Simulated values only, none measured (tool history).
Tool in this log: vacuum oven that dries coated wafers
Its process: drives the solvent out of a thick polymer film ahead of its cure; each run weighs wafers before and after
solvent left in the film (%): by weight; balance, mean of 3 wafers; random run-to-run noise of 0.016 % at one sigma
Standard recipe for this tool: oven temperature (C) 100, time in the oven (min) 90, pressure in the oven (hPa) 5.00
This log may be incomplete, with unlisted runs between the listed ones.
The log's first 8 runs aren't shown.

Run 9, hour 65.5: usual settings but oven temperature (C) 109. Result: solvent left in the film (%) 0.51.
Run 10, hour 77.6: usual settings. Result: solvent left in the film (%) 1.16.
Run 11, hour 88.8: usual settings. Result: solvent left in the film (%) 1.17.
Run 12, hour 100.9: usual settings but oven temperature (C) 104. Result: solvent left in the film (%) 0.78.
Run 13, hour 113.2: usual settings but oven temperature (C) 106. Result: solvent left in the film (%) 0.66.
Run 14, hour 123.1: usual settings but oven temperature (C) 106. Result: solvent left in the film (%) 0.63.
Run 15, hour 132.8: usual settings but oven temperature (C) 106. Result: solvent left in the film (%) 0.65.
Run 16, hour 139.7: usual settings but pressure in the oven (hPa) 2.93. Result: solvent left in the film (%) 1.04.
Run 17, hour 145.7: usual settings but oven temperature (C) 114, time in the oven (min) 60, pressure in the oven (hPa) 5.90. Result: solvent left in the film (%) 0.84.
Run 18, hour 151.3: usual settings but oven temperature (C) 106, time in the oven (min) 154. Result: solvent left in the film (%) 0.28.
Run 19, hour 160.1: usual settings but oven temperature (C) 106, time in the oven (min) 154. Result: solvent left in the film (%) 0.29.
Run 20, hour 168.3: usual settings but oven temperature (C) 96, time in the oven (min) 154, pressure in the oven (hPa) 2.64. Result: solvent left in the film (%) 0.41.
Run 21, hour 180.9: usual settings but oven temperature (C) 94, time in the oven (min) 93, pressure in the oven (hPa) 2.96. Result: solvent left in the film (%) 1.74.
Run 22, hour 189.8: usual settings but time in the oven (min) 56, pressure in the oven (hPa) 8.55. Result: solvent left in the film (%) 3.28.
Run 23, hour 199.9: usual settings but time in the oven (min) 56, pressure in the oven (hPa) 8.55. Result: solvent left in the film (%) 3.25.
Run 24, hour 206.8: usual settings but oven temperature (C) 97, time in the oven (min) 46. Result: solvent left in the film (%) 4.98.
Run 25, hour 216.0: usual settings but oven temperature (C) 97, time in the oven (min) 46. Result: solvent left in the film (%) 4.91.
Run 26, hour 226.7: usual settings but oven temperature (C) 97, time in the oven (min) 46. Result: solvent left in the film (%) 4.93.
Run 27, hour 237.4: usual settings but oven temperature (C) 108, time in the oven (min) 46, pressure in the oven (hPa) 2.70. Result: solvent left in the film (%) 2.38.
Run 28, hour 243.2: usual settings but oven temperature (C) 107, pressure in the oven (hPa) 5.02. Result: solvent left in the film (%) 0.59.
Run 29, hour 250.0: usual settings but oven temperature (C) 107, pressure in the oven (hPa) 5.02. Result: solvent left in the film (%) 0.60.
Run 30, hour 259.8: usual settings but oven temperature (C) 115. Result: solvent left in the film (%) 0.27.
Run 31, hour 266.7: usual settings but oven temperature (C) 91, time in the oven (min) 149, pressure in the oven (hPa) 15.22. Result: solvent left in the film (%) 1.86.

Each row is a separate what-if for the run after 31, all from the same tool condition, not one after another. Results?
Run A, hour 275.9: usual settings but oven temperature (C) 108, pressure in the oven (hPa) 6.86. Result: solvent left in the film (%) ?.
Run B, hour 275.9: usual settings but oven temperature (C) 109, time in the oven (min) 146, pressure in the oven (hPa) 16.25. Result: solvent left in the film (%) ?.
Run C, hour 275.9: usual settings but oven temperature (C) 106, time in the oven (min) 89. Result: solvent left in the film (%) ?.
Run D, hour 275.9: usual settings but oven temperature (C) 96, time in the oven (min) 71, pressure in the oven (hPa) 13.46. Result: solvent left in the film (%) ?.

run  solvent left in the film (%)
  A                          0.64
  B                          0.80
  C                          0.66
  D                          3.26
Stripped of hidden state, with their random variation kept, the same runs would have yielded:
run  solvent left in the film (%)
  A                          0.64
  B                          0.80
  C                          0.66
  D                          3.26
